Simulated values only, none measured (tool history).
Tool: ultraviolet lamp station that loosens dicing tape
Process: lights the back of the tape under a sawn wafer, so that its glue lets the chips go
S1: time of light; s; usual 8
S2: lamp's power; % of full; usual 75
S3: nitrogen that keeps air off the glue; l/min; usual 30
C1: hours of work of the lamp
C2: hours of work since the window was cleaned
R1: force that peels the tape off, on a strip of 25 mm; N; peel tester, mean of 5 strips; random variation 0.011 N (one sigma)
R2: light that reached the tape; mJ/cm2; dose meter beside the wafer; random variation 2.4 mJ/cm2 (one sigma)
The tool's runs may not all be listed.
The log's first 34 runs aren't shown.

run     day  S1  S2  S3   C1   C2     R1   R2
 35  15.879   6  71  13  354  161  1.922  148
 36  16.442   6  71  13  364  171  1.977  148
 37  16.971   6  71  13  374  181  1.999  146
 38  17.571   5  71  13  385  192  2.361  121
 39  17.892   6  80  17  391  198  1.547  166
 40  18.238   6  80  17  397  204  1.525  164
 41  18.742   6  80  17  406  213  1.591  164
 42  19.221   6  80  17  415  222  1.579  161
 43  19.579   6  84  52  421  228   0.94  169

3 ways to go on from here, each from the tool as it stands after run 43. What would each give?
  A  19.979   7  95  14  429  236   ?   ?
  B  19.979   4  80  52  429  236   ?   ?
  C  19.979  14  74  19  429  236   ?   ?

run     R1   R2
  A   1.08  219
  B   1.88  105
  C  0.396  336
Without the tool's hidden state the same runs would have given:
run     R1   R2
  A  0.662  288
  B  1.304  138
  C  0.231  443
